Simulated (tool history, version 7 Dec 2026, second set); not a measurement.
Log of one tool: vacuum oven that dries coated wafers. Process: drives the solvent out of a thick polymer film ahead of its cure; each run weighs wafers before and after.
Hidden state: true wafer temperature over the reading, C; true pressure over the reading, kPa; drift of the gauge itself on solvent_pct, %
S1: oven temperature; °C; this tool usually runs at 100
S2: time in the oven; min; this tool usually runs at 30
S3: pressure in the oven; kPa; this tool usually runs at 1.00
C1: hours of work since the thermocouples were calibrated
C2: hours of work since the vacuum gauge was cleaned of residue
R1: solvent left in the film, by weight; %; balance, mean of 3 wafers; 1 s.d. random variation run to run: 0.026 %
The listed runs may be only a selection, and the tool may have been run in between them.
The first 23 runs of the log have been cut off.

{"run": 24, "hour": 194.1, "S1": 111, "S2": 24, "S3": 0.55, "C1": 36, "C2": 181, "R1": 1.68}
{"hour": 203.1, "done": "oven's thermocouples calibrated, once more"}
{"run": 25, "hour": 206.1, "S1": 111, "S2": 24, "S3": 0.55, "C1": 2, "C2": 187, "R1": 1.87}
{"run": 26, "hour": 215.1, "S1": 89, "S2": 26, "S3": 3.23, "C1": 8, "C2": 193, "R1": 8.11}
{"run": 27, "hour": 220.1, "S1": 89, "S2": 26, "S3": 3.23, "C1": 11, "C2": 197, "R1": 8.08}
{"run": 28, "hour": 231.4, "S1": 94, "S2": 26, "S3": 3.23, "C1": 18, "C2": 204, "R1": 7.04}
{"run": 29, "hour": 237.9, "S1": 98, "S2": 18, "S3": 0.53, "C1": 23, "C2": 208, "R1": 4.95}
{"run": 30, "hour": 244.1, "S1": 92, "S2": 27, "S3": 0.54, "C1": 27, "C2": 212, "R1": 4.7}
{"run": 31, "hour": 249.6, "S1": 112, "S2": 17, "S3": 1.54, "C1": 30, "C2": 216, "R1": 3.38}

Predict each of these 3 candidate next runs independently; none follows another, all start after run 31:
{"run": "A", "hour": 258.0, "S1": 110, "S2": 18, "S3": 0.58, "C1": 36, "C2": 221, "R1": "?"}
{"run": "B", "hour": 258.0, "S1": 92, "S2": 16, "S3": 1.64, "C1": 36, "C2": 221, "R1": "?"}
{"run": "C", "hour": 258.0, "S1": 100, "S2": 28, "S3": 0.91, "C1": 36, "C2": 221, "R1": "?"}

run=A R1=2.89
run=B R1=7.16
run=C R1=3.39
Had the tool no hidden state, the same runs would have come out as:
run=A R1=2.96
run=B R1=7.23
run=C R1=3.46

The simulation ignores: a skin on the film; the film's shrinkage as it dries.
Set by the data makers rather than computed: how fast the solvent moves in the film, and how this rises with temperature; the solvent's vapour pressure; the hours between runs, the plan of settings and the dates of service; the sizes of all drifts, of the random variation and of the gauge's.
